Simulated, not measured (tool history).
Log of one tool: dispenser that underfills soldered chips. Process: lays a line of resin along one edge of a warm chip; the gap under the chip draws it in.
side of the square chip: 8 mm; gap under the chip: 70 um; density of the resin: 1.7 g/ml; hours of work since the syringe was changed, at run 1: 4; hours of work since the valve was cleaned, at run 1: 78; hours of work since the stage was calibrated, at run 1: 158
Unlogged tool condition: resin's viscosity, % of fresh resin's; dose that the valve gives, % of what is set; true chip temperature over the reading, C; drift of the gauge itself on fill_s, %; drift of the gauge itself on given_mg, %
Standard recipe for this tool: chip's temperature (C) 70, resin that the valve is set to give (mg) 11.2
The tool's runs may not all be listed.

| run | day | chip's temperature (C) | resin that the valve is set to give (mg) | hours of work since the syringe was changed | hours of work since the valve was cleaned | hours of work since the stage was calibrated | time until the resin shows at the far edge (s) | resin that the valve gave (mg) |
|---|---|---|---|---|---|---|---|---|
| 1 | 0 | 70 | 11.2 | 4 | 78 | 158 | 15.9 | 10.75 |
|  | 0.108 | new syringe of resin |
| 2 | 0.342 | 70 | 11.2 | 3 | 82 | 163 | 15.8 | 10.71 |
|  | 0.488 | new syringe of resin |
| 3 | 0.654 | 70 | 11.2 | 2 | 87 | 168 | 14.7 | 10.59 |
| 4 | 0.808 | 70 | 11.2 | 5 | 89 | 170 | 17.2 | 10.6 |
|  | 0.858 | new syringe of resin |
| 5 | 0.979 | 70 | 11.2 | 2 | 92 | 172 | 14.9 | 10.66 |
|  | 1.229 | new syringe of resin |
|  | 1.271 | dispensing valve cleaned and set on the balance |
| 6 | 1.279 | 70 | 11.2 | 0 | 0 | 176 | 13.1 | 11.14 |
| 7 | 1.483 | 70 | 11.2 | 3 | 3 | 179 | 15.8 | 11.18 |
|  | 1.642 | new syringe of resin |
| 8 | 1.746 | 73 | 11.2 | 2 | 7 | 183 | 12.4 | 11.12 |
|  | 2.025 | new syringe of resin |
| 9 | 2.042 | 70 | 11.2 | 0 | 11 | 187 | 13.2 | 11.09 |
| 10 | 2.275 | 70 | 11.2 | 4 | 15 | 190 | 16.8 | 11.13 |
|  | 2.4 | new syringe of resin |
| 11 | 2.588 | 70 | 11.2 | 3 | 19 | 195 | 15.2 | 11.13 |
|  | 2.771 | new syringe of resin |
| 12 | 2.95 | 70 | 11.2 | 3 | 24 | 200 | 15.6 | 10.97 |
|  | 3.154 | new syringe of resin |
| 13 | 3.221 | 70 | 11.2 | 1 | 28 | 204 | 13.2 | 10.96 |
| 14 | 3.392 | 70 | 11.2 | 4 | 31 | 207 | 15.7 | 11.02 |
|  | 3.525 | new syringe of resin |
| 15 | 3.658 | 70 | 13.5 | 2 | 35 | 210 | 14.1 | 13.19 |
| 16 | 3.817 | 70 | 13.4 | 4 | 37 | 213 | 16.4 | 13.15 |
|  | 3.904 | new syringe of resin |
| 17 | 4.096 | 70 | 14.2 | 3 | 41 | 217 | 15 | 13.79 |
|  | 4.283 | new syringe of resin |
| 18 | 4.446 | 70 | 14.2 | 2 | 46 | 222 | 14.3 | 13.85 |
| 19 | 4.596 | 85 | 14.1 | 5 | 48 | 224 | 9.1 | 13.7 |
|  | 4.642 | new syringe of resin |
| 20 | 4.929 | 70 | 10.5 | 4 | 53 | 229 | 17.2 | 10.16 |
|  | 5.012 | new syringe of resin |
| 21 | 5.1 | 70 | 10.7 | 1 | 55 | 231 | 14.5 | 10.37 |
| 22 | 5.354 | 70 | 10.7 | 5 | 59 | 235 | 17.5 | 10.29 |
|  | 5.392 | new syringe of resin |
| 23 | 5.517 | 62 | 9.6 | 2 | 61 | 237 | 21.2 | 9.24 |
| 24 | 5.696 | 84 | 12.6 | 5 | 64 | 240 | 9.6 | 12.03 |
|  | 5.771 | new syringe of resin |
| 25 | 5.908 | 69 | 9.6 | 2 | 67 | 243 | 15.9 | 9.21 |
|  | 6.138 | new syringe of resin |
| 26 | 6.275 | 69 | 9.6 | 2 | 72 | 248 | 15.6 | 9.18 |
|  | 6.504 | new syringe of resin |
| 27 | 6.625 | 80 | 9.7 | 2 | 77 | 253 | 9.9 | 9.29 |
| 28 | 6.779 | 81 | 12.7 | 4 | 80 | 255 | 11.1 | 12.03 |
|  | 6.871 | new syringe of resin |
| 29 | 7.033 | 63 | 11.2 | 2 | 83 | 259 | 20.7 | 10.69 |
|  | 7.229 | new syringe of resin |
| 30 | 7.321 | 63 | 11.3 | 1 | 87 | 263 | 18.8 | 10.71 |
|  | 7.596 | new syringe of resin |
| 31 | 7.646 | 78 | 13 | 1 | 92 | 268 | 10.1 | 12.28 |
| 32 | 7.812 | 78 | 13 | 3 | 94 | 270 | 11.2 | 12.34 |
|  | 7.908 | dispensing valve cleaned and set on the balance |
|  | 8.025 | new syringe of resin |
| 33 | 8.108 | 56 | 11.6 | 1 | 3 | 274 | 26 | 11.54 |
|  | 8.4 | new syringe of resin |
| 34 | 8.4 | 62 | 14.5 | 0 | 7 | 278 | 18.2 | 14.41 |
| 35 | 8.604 | 62 | 14.5 | 3 | 10 | 281 | 21.3 | 14.36 |
|  | 8.762 | new syringe of resin |
| 36 | 8.912 | 62 | 14.5 | 2 | 14 | 285 | 21.3 | 14.34 |

Hidden state or all else? Some run-to-run changes of time until the resin shows at the far edge (s), split into what the settings, what came in and random variation would give without the hidden state, and what is left for the hidden state (with any gauge scatter that isn't in both results):
Run 9 -> 10: settings left as they were, no log entry in between. time until the resin shows at the far edge (s) +3.6: hidden state +3, all else +0.6.
Run 21 -> 22: settings left as they were, no log entry in between. time until the resin shows at the far edge (s) +3: hidden state +3.5, all else -0.5.
Run 23 -> 24: chip's temperature (C) 62 -> 84, resin that the valve is set to give (mg) 9.6 -> 12.6. time until the resin shows at the far edge (s) -11.6: hidden state -1.1, all else -10.5.
Run 28 -> 29: chip's temperature (C) 81 -> 63, resin that the valve is set to give (mg) 12.7 -> 11.2, new syringe of resin. time until the resin shows at the far edge (s) +9.6: hidden state +1.3, all else +8.3.
Run 32 -> 33: chip's temperature (C) 78 -> 56, resin that the valve is set to give (mg) 13 -> 11.6, dispensing valve cleaned and set on the balance, new syringe of resin. time until the resin shows at the far edge (s) +14.8: hidden state +1.3, all else +13.5.
Run 34 -> 35: settings left as they were, no log entry in between. time until the resin shows at the far edge (s) +3.1: hidden state +3.7, all else -0.6.

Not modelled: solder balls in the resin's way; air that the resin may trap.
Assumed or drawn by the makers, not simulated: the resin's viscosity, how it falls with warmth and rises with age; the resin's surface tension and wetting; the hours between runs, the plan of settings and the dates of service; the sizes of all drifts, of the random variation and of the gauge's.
